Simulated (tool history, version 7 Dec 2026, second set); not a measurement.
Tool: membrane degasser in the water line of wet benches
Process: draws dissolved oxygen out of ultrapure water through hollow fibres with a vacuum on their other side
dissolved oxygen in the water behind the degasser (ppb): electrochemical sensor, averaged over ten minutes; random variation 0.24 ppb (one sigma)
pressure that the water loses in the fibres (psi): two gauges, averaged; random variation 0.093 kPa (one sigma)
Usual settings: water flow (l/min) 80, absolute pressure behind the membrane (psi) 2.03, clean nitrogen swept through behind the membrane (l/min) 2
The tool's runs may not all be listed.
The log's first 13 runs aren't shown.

run,hour,water flow (l/min),absolute pressure behind the membrane (psi),clean nitrogen swept through behind the membrane (l/min),hours since the membrane was changed,hours since the vacuum gauge was calibrated,hours since the vacuum lines were made tight,dissolved oxygen in the water behind the degasser (ppb),pressure that the water loses in the fibres (psi)
14,544.5,80,2.03,2,1641,1924,7434,799.1,5.018
15,604.8,80,2.03,1.06,1701,1985,7494,1238.7,4.978
16,656.6,80,2.03,0.91,1753,2037,7546,1360.4,5.001
17,690.3,116,2.45,1.16,1787,2070,7580,1805.5,7.234
18,744.5,116,2.45,1.16,1841,2124,7634,1805.9,7.234
19,785.3,116,1.33,2.17,1882,2165,7674,579.8,7.265
20,822.2,100,1.91,2.17,1919,2202,7711,829.9,6.26
21,873,101,1.91,4.92,1969,2253,7762,440.4,6.302
22,900.2,87,1.91,4.92,1997,2280,7789,385.7,5.424
23,937.9,87,2.39,2.54,2034,2318,7827,860.9,5.436
24,995.3,79,2.6,2.54,2092,2375,7884,874.2,4.937
25,1033.3,64,2.94,3.21,2130,2413,7922,703,4.002
26,1074.2,103,2.7,4.53,2171,2454,7963,715.9,6.427
27,1115,80,1.97,4.15,2211,2495,8004,429.9,5.02
28,1151.8,80,1.97,4.15,2248,2532,8041,429.7,5.01
29,1193.3,51,2.03,3.53,2290,2573,8082,345.7,3.172
30,1223,51,2.34,3.53,2319,2603,8112,409.7,3.184
31,1249.8,80,2.03,1.54,2346,2630,8139,966.1,4.995
32,1281.2,72,4.26,1.72,2378,2661,8170,1786.9,4.502

4 ways to go on from here, each from the tool as it stands after run 32. What would each give?
A,1323.3,66,2.12,1.71,2420,2703,8212,?,?
B,1323.3,77,2.03,3.51,2420,2703,8212,?,?
C,1323.3,52,2.32,2,2420,2703,8212,?,?
D,1323.3,97,4.28,1.13,2420,2703,8212,?,?

run,dissolved oxygen in the water behind the degasser (ppb),pressure that the water loses in the fibres (psi)
A,817,4.121
B,496.3,4.788
C,667.7,3.247
D,2767.2,6.068
Without the tool's hidden state the same runs would have given:
run,dissolved oxygen in the water behind the degasser (ppb),pressure that the water loses in the fibres (psi)
A,817,4.121
B,496.2,4.786
C,667.6,3.247
D,2767.2,6.068

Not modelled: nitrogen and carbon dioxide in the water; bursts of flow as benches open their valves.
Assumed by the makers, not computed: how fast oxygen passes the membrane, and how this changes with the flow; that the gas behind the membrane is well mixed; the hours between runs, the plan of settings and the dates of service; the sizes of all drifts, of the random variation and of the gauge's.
